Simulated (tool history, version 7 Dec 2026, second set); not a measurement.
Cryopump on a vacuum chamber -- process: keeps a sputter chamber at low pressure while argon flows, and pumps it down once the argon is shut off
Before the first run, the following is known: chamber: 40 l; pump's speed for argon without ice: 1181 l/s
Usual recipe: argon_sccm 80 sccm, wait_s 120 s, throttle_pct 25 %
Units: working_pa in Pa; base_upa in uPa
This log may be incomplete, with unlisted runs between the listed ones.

run    day  argon_sccm  wait_s  throttle_pct  working_pa  base_upa
  1      0          80     120            25      0.4924      1.18
  2  0.654          80     120            25      0.4938      1.11
  3  1.504          80     120            25      0.4923      1.25
  4  2.458          77     120            25      0.4764      1.19
  5   3.25          77     120            25      0.4783      1.17
  6  4.267          80     120            25      0.4964      1.26
  7  5.546          48     120            25       0.301      1.23
  8  6.246          48     120            25      0.2999      1.27
  9  7.421          80     128            25      0.5025      1.25
 10   8.05          85     281            25       0.533      1.03
     8.975  -- pump warmed up, emptied and cooled again
 11    9.2          44     117            25      0.2524      1.08
 12    9.9         123      42            18      0.9801      1.89

Expected results for the next run?
 13  10.796         123      42            18           ?         ?

working_pa: 0.9854 Pa
base_upa: 1.87 uPa
On a tool with no hidden condition, and with the same random variation, this run would have come out at working_pa 0.981 Pa, base_upa 1.51 uPa.
